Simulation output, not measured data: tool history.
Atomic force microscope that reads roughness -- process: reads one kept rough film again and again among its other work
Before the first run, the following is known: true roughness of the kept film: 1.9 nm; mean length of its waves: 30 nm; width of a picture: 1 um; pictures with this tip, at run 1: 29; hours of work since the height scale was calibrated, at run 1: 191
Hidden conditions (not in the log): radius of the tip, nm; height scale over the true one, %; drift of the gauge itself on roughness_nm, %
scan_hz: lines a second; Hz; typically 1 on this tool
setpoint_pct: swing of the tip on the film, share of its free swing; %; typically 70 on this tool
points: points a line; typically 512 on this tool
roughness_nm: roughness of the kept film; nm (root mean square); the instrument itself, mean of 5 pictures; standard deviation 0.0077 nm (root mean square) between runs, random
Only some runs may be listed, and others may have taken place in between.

run	hour	scan_hz	setpoint_pct	points	pictures with this tip	hours of work since the height scale was calibrated	roughness_nm
1	0	1	70	512	29	191	1.636
2	12.1	1	70	512	46	196	1.629
3	21.7	1	70	512	59	200	1.636
4	27.3	1.71	70	512	67	203	1.559
5	35.7	1.36	70	512	78	207	1.603
6	41.1	1	70	413	86	209	1.646
7	50.8	1	70	413	99	213	1.637
8	56.8	1	70	413	108	216	1.628
# hour 58.1: new tip fitted
9	62.4	1	70	317	6	218	1.624

Estimate the outcome of run 10 from the log above:
10	74.8	1	70	317	23	223	?

{"run 10": {"roughness_nm": 1.625}}
With no hidden state in the tool, this same run would have given roughness_nm 1.626 nm (root mean square).
